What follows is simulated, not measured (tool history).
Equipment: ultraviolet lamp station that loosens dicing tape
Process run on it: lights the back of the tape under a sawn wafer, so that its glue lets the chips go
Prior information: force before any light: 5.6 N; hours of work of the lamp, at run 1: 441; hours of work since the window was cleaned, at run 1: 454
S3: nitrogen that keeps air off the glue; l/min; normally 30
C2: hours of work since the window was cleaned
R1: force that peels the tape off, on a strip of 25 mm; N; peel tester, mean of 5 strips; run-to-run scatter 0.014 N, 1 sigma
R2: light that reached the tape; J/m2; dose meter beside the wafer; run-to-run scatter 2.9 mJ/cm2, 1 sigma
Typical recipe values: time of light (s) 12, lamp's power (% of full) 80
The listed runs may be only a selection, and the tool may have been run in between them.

Run 1, hour 0: usual settings; hours of work of the lamp 441; C2 454. Result: R1 1.098 N, R2 3280 J/m2.
Run 2, hour 21.2: usual settings; hours of work of the lamp 450; C2 463. Result: R1 1.101 N, R2 3230 J/m2.
At hour 38.2: window cleaned of glue's vapour.
Run 3, hour 45.5: usual settings; hours of work of the lamp 460; C2 3. Result: R1 1.361 N, R2 2890 J/m2.
Run 4, hour 60.8: usual settings; hours of work of the lamp 467; C2 10. Result: R1 1.34 N, R2 2820 J/m2.
Run 5, hour 75.2: usual settings; hours of work of the lamp 473; C2 16. Result: R1 1.326 N, R2 2800 J/m2.
At hour 90.7: window cleaned of glue's vapour, once more.
Run 6, hour 96.6: usual settings; hours of work of the lamp 482; C2 3. Result: R1 0.888 N, R2 3670 J/m2.
Run 7, hour 118.7: usual settings but lamp's power (% of full) 65; hours of work of the lamp 491; C2 12. Result: R1 1.206 N, R2 3030 J/m2.
Run 8, hour 142.7: usual settings but lamp's power (% of full) 65, S3 16 l/min; hours of work of the lamp 502; C2 22. Result: R1 1.721 N, R2 3020 J/m2.
Run 9, hour 153.3: usual settings but time of light (s) 22; hours of work of the lamp 506; C2 27. Result: R1 0.285 N, R2 6690 J/m2.
Run 10, hour 165: usual settings but time of light (s) 22; hours of work of the lamp 511; C2 32. Result: R1 0.277 N, R2 6700 J/m2.
Run 11, hour 180.4: usual settings but time of light (s) 22; hours of work of the lamp 518; C2 39. Result: R1 0.282 N, R2 6670 J/m2.
Run 12, hour 197.6: usual settings but time of light (s) 24; hours of work of the lamp 526; C2 46. Result: R1 0.246 N, R2 7130 J/m2.
Run 13, hour 214.4: usual settings but time of light (s) 15; hours of work of the lamp 533; C2 53. Result: R1 0.609 N, R2 4420 J/m2.
Run 14, hour 235.6: usual settings but time of light (s) 15; hours of work of the lamp 542; C2 63. Result: R1 0.594 N, R2 4480 J/m2.
Run 15, hour 248.5: usual settings but time of light (s) 15; hours of work of the lamp 548; C2 68. Result: R1 0.642 N, R2 4400 J/m2.
Run 16, hour 263.1: usual settings but time of light (s) 15; hours of work of the lamp 554; C2 75. Result: R1 0.622 N, R2 4420 J/m2.
Run 17, hour 280.3: usual settings but lamp's power (% of full) 75; hours of work of the lamp 561; C2 82. Result: R1 1.095 N, R2 3280 J/m2.
Run 18, hour 304: usual settings but lamp's power (% of full) 75; hours of work of the lamp 572; C2 92. Result: R1 1.065 N, R2 3280 J/m2.
Run 19, hour 321.7: usual settings but lamp's power (% of full) 75; hours of work of the lamp 579; C2 100. Result: R1 1.087 N, R2 3240 J/m2.
Run 20, hour 335.6: usual settings but lamp's power (% of full) 75; hours of work of the lamp 585; C2 106. Result: R1 1.149 N, R2 3270 J/m2.
Run 21, hour 353.2: usual settings but lamp's power (% of full) 75; hours of work of the lamp 593; C2 113. Result: R1 1.156 N, R2 3270 J/m2.
Run 22, hour 372.4: usual settings but S3 51 l/min; hours of work of the lamp 601; C2 122. Result: R1 0.776 N, R2 3480 J/m2.
Run 23, hour 383.3: usual settings but time of light (s) 10, lamp's power (% of full) 88, S3 14 l/min; hours of work of the lamp 606; C2 127. Result: R1 1.735 N, R2 3140 J/m2.
Run 24, hour 398.7: usual settings but time of light (s) 10, lamp's power (% of full) 88, S3 14 l/min; hours of work of the lamp 613; C2 133. Result: R1 1.713 N, R2 3100 J/m2.
Run 25, hour 415.4: usual settings but time of light (s) 8, lamp's power (% of full) 75, S3 14 l/min; hours of work of the lamp 620; C2 140. Result: R1 2.506 N, R2 2090 J/m2.
Run 26, hour 441.4: usual settings but time of light (s) 16, lamp's power (% of full) 89, S3 39 l/min; hours of work of the lamp 631; C2 152. Result: R1 0.42 N, R2 4950 J/m2.
Run 27, hour 454.1: usual settings but time of light (s) 11, lamp's power (% of full) 77, S3 21 l/min; hours of work of the lamp 636; C2 157. Result: R1 1.492 N, R2 2900 J/m2.
Run 28, hour 479.3: usual settings but time of light (s) 11, lamp's power (% of full) 77, S3 21 l/min; hours of work of the lamp 647; C2 168. Result: R1 1.478 N, R2 2970 J/m2.
Run 29, hour 501.7: usual settings but time of light (s) 11, lamp's power (% of full) 77, S3 21 l/min; hours of work of the lamp 657; C2 178. Result: R1 1.607 N, R2 2880 J/m2.
Run 30, hour 525.5: usual settings but time of light (s) 15, lamp's power (% of full) 76, S3 10 l/min; hours of work of the lamp 667; C2 188. Result: R1 1.517 N, R2 3860 J/m2.
Run 31, hour 546: usual settings but time of light (s) 15, lamp's power (% of full) 74; hours of work of the lamp 676; C2 197. Result: R1 0.874 N, R2 3710 J/m2.
Run 32, hour 562.3: usual settings but time of light (s) 15, lamp's power (% of full) 74; hours of work of the lamp 683; C2 204. Result: R1 0.92 N, R2 3710 J/m2.
Run 33, hour 581.6: usual settings but time of light (s) 15, lamp's power (% of full) 74; hours of work of the lamp 692; C2 212. Result: R1 0.88 N, R2 3710 J/m2.
Run 34, hour 594.8: usual settings but time of light (s) 9, lamp's power (% of full) 97, S3 9 l/min; hours of work of the lamp 697; C2 218. Result: R1 2.145 N, R2 2940 J/m2.
Run 35, hour 615.7: usual settings but lamp's power (% of full) 91, S3 16 l/min; hours of work of the lamp 706; C2 227. Result: R1 1.356 N, R2 3580 J/m2.
Run 36, hour 641: usual settings but time of light (s) 8, lamp's power (% of full) 60, S3 11 l/min; hours of work of the lamp 717; C2 238. Result: R1 3.263 N, R2 1580 J/m2.
Run 37, hour 667.1: usual settings but time of light (s) 13, S3 39 l/min; hours of work of the lamp 729; C2 249. Result: R1 0.935 N, R2 3380 J/m2.
Run 38, hour 686.1: usual settings but time of light (s) 13, S3 39 l/min; hours of work of the lamp 737; C2 257. Result: R1 0.868 N, R2 3360 J/m2.
Run 39, hour 701.7: usual settings but time of light (s) 17, lamp's power (% of full) 74, S3 27 l/min; hours of work of the lamp 744; C2 264. Result: R1 0.81 N, R2 4050 J/m2.
Run 40, hour 719.9: usual settings but time of light (s) 21, lamp's power (% of full) 83, S3 16 l/min; hours of work of the lamp 751; C2 272. Result: R1 0.654 N, R2 5590 J/m2.
Run 41, hour 737.8: usual settings but time of light (s) 21, lamp's power (% of full) 83, S3 16 l/min; hours of work of the lamp 759; C2 280. Result: R1 0.629 N, R2 5540 J/m2.
Run 42, hour 749.6: usual settings but time of light (s) 10, lamp's power (% of full) 84, S3 11 l/min; hours of work of the lamp 764; C2 285. Result: R1 2.22 N, R2 2660 J/m2.
Run 43, hour 773.5: usual settings but time of light (s) 10, lamp's power (% of full) 84, S3 11 l/min; hours of work of the lamp 775; C2 295. Result: R1 2.274 N, R2 2660 J/m2.

Consider 3 possible next runs. They are alternatives, not a sequence: every one starts from the tool as it was left by run 43. What does each give?
Run A, hour 785.8: usual settings but time of light (s) 14, lamp's power (% of full) 99, S3 11 l/min; hours of work of the lamp 780; C2 301. Result: R1 ?, R2 ?.
Run B, hour 785.8: usual settings but time of light (s) 7, lamp's power (% of full) 78, S3 42 l/min; hours of work of the lamp 780; C2 301. Result: R1 ?, R2 ?.
Run C, hour 785.8: usual settings but time of light (s) 10, S3 36 l/min; hours of work of the lamp 780; C2 301. Result: R1 ?, R2 ?.

run     R1    R2
  A  1.275  4350
  B  2.066  1690
  C  1.409  2500
The same runs, with their run-to-run variation unchanged, on a tool lacking any hidden condition would have given:
run     R1    R2
  A  0.715  6200
  B  1.376  2420
  C  0.818  3570

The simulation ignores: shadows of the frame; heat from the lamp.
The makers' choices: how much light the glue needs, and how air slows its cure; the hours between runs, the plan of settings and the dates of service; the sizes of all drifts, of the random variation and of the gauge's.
